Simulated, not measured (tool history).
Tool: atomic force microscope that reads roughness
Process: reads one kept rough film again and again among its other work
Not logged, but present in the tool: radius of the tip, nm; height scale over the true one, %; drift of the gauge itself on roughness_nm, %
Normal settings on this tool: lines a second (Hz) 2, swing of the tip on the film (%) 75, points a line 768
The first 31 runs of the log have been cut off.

run     day  lines a second (Hz)  swing of the tip on the film (%)  points a line  pictures with this tip  hours of work since the height scale was calibrated  roughness of the kept film (nm (root mean square))
 32  56.529                 0.94                                56            340                      90                                                 1418                                               1.135
 33  57.983                 0.94                                83            340                     128                                                 1438                                               1.048
 34  59.096                 0.76                                83            340                     157                                                 1453                                                1.07
 35  60.121                 0.52                                86            466                     184                                                 1467                                                1.09
 36  61.279                 0.52                                62           1007                     214                                                 1483                                                1.14
 37  62.554                 0.52                                62           1007                     248                                                 1501                                               1.135
 38  63.604                 0.52                                62           1007                     275                                                 1515                                               1.132
 39  65.054                 2.63                                81            356                     313                                                 1535                                               0.918
     65.488  -- new tip fitted
 40  66.629                 2.63                                81            356                      30                                                 1557                                               0.921

Consider 3 possible next runs. They are alternatives, not a sequence: every one starts from the tool as it was left by run 40. What does each give?
  A  68.662                 2.38                                80            477                      83                                                 1584                                                   ?
  B  68.662                 0.63                                75           1003                      83                                                 1584                                                   ?
  C  68.662                 0.87                                80            271                      83                                                 1584                                                   ?

run  roughness of the kept film (nm (root mean square))
  A                                               0.951
  B                                               1.109
  C                                               1.068
With the hidden condition removed and each run's random variation left untouched, the same runs would have given:
run  roughness of the kept film (nm (root mean square))
  A                                               0.968
  B                                                1.13
  C                                               1.088
